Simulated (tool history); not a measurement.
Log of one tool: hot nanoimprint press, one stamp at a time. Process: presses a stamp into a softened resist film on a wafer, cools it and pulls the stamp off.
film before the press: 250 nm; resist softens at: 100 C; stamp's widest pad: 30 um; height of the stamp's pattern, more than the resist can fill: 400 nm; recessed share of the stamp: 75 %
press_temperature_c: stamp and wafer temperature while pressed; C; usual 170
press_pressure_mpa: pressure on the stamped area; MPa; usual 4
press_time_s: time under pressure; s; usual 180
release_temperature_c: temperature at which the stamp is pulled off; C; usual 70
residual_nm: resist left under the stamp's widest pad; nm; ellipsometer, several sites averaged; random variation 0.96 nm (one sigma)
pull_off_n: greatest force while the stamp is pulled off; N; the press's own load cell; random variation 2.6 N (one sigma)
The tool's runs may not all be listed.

run,hour,press_temperature_c,press_pressure_mpa,press_time_s,release_temperature_c,residual_nm,pull_off_n
1,0,170,4,180,70,142.8,133
2,50.8,170,4,168,70,145.4,133
# hour 122.3: plate thermocouple calibrated
3,136.1,170,4,168,70,142.1,142
4,193,170,4,168,70,140.8,143
5,260.3,170,4,168,70,141.5,154
# hour 305.5: stamp cleaned and given a new release coat
6,319.5,170,4,168,70,142,127
7,383.9,171,4,168,70,138.8,129
8,427.7,170,4,180,58,139.4,155
9,514.3,170,4,180,58,139.7,159
10,589.4,170,4,180,58,139.8,170
11,671,170,4,180,58,141.4,181
# hour 744.5: stamp cleaned and given a new release coat
12,756.7,170,4,180,58,141.3,145
# hour 826.4: press's hydraulic seals changed and the load cell set to zero
13,829.2,170,4,180,67,141.1,134
14,906,170,4,180,67,140.8,135
15,954.8,168,2.85,180,76,166.9,128
16,1028.3,170,2.81,331,74,129.8,136
17,1109.2,170,4.75,115,70,155.8,152
# hour 1128.1: plate thermocouple calibrated
18,1176.5,170,5.48,349,70,93.6,142

Run 19 comes next. What will it give?
# hour 1197.3: stamp cleaned and given a new release coat
19,1243.2,159,5.36,349,70,?,?

Run 19 gave residual_nm 153.2 nm, pull_off_n 134 N.
Without the tool's hidden state the same run would have given residual_nm 150.9 nm, pull_off_n 130 N.

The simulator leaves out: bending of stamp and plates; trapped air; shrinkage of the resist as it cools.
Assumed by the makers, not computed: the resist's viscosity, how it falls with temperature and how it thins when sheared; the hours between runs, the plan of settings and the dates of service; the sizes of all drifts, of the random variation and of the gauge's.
